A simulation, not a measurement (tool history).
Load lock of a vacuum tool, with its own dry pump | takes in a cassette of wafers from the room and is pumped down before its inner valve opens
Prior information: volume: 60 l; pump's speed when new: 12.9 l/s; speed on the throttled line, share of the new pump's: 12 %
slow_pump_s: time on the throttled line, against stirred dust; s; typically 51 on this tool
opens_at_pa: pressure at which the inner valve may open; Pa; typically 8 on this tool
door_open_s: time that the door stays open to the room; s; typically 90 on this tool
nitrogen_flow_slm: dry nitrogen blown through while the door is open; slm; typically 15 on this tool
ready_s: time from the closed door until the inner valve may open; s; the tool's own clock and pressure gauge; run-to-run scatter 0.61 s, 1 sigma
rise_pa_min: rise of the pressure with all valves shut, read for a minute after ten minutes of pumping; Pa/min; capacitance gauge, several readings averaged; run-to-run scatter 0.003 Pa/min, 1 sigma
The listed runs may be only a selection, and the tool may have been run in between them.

run    hour  slow_pump_s  opens_at_pa  door_open_s  nitrogen_flow_slm  incoming humidity of the room's air, %  ready_s  rise_pa_min
  1     0.0           51            8           90                 15                                    41.5     91.6        0.077
  2    56.8           51            8          133                 15                                    47.8     90.0        0.104
  3   111.9           51            8          133                 15                                    47.1     90.1        0.099
  4   171.3           51            8           90                 28                                    47.0     90.3        0.076
  5   265.2           51            8           29                 15                                    44.0     91.7        0.063
  6   365.5           51            8           29                 15                                    49.1     90.5        0.070
  7   479.9           51            8           90                  7                                    44.2     91.0        0.099
  8   562.8           51            8           90                  7                                    43.0     90.1        0.104
  9   613.1           51            8           90                  7                                    42.8     91.0        0.101
 10   699.2           51            8           90                  7                                    43.9     91.4        0.105
 11   806.3           51            8           90                  7                                    44.9     91.1        0.105
 12   904.4           51            8           90                 15                                    44.2     91.3        0.096
 13  1001.5           51            8           90                 15                                    46.5     91.4        0.097
 14  1068.1           51            8           90                 15                                    44.1     91.9        0.101
 15  1160.7           51            8           52                 15                                    45.1     91.2        0.092
 16  1230.0           51            8           90                 13                                    45.0     92.7        0.102
 17  1323.0           51            8           90                 15                                    44.1     91.2        0.102
 18  1408.5           51            8           51                 15                                    45.2     91.1        0.091
 19  1516.0           51            8           90                 35                                    44.8     91.7        0.083
 20  1592.8           79            6          237                 15                                    39.8    116.4        0.133
 21  1662.2           46            6          237                 36                                    44.7     89.5        0.122
 22  1748.0           46           15          203                 36                                    48.8     83.4        0.119
 23  1821.6           46           15          203                 36                                    46.5     83.7        0.109
 24  1927.3           36           15           28                 36                                    44.7     76.0        0.076
 25  2007.4           42           15          226                 36                                    47.3     79.8        0.125
 26  2078.5           49           10           90                 15                                    49.0     88.4        0.121
 27  2199.3           49           10           90                 15                                    46.1     89.0        0.125
 28  2263.8           49           10           90                 15                                    44.8     88.2        0.119
 29  2333.6           76            8          226                 15                                    41.3    113.8        0.151
 30  2383.3           76           15           30                 15                                    49.4    111.0        0.100
 31  2432.4           48            8           90                 20                                    44.7     89.0        0.113
 32  2504.2           51           12          180                 15                                    43.0     89.7        0.138
 33  2565.9           51            8           90                  8                                    43.5     92.1        0.130
 34  2615.4           35            8           98                  8                                    43.6     78.9        0.131
 35  2672.2           35            8           98                  8                                    42.9     78.3        0.138
 36  2783.8           35            8           98                  8                                    46.0     77.3        0.141
 37  2857.8           35            8           98                  8                                    49.7     78.1        0.146
 38  2925.8           53           14           58                 20                                    47.9     91.0        0.117

What if the next run were any one of these 3? Each begins from the tool's condition after run 38:
  A  2976.3           46            8           90                 11                                    46.3        ?            ?
  B  2976.3           53           10           58                 20                                    42.6        ?            ?
  C  2976.3           51            8           90                 15                                    46.1        ?            ?

run  ready_s  rise_pa_min
  A     88.3        0.137
  B     93.0        0.108
  C     92.5        0.132
Had the tool no hidden state, the same runs would have come out as:
run  ready_s  rise_pa_min
  A     85.2        0.056
  B     90.1        0.028
  C     89.4        0.051
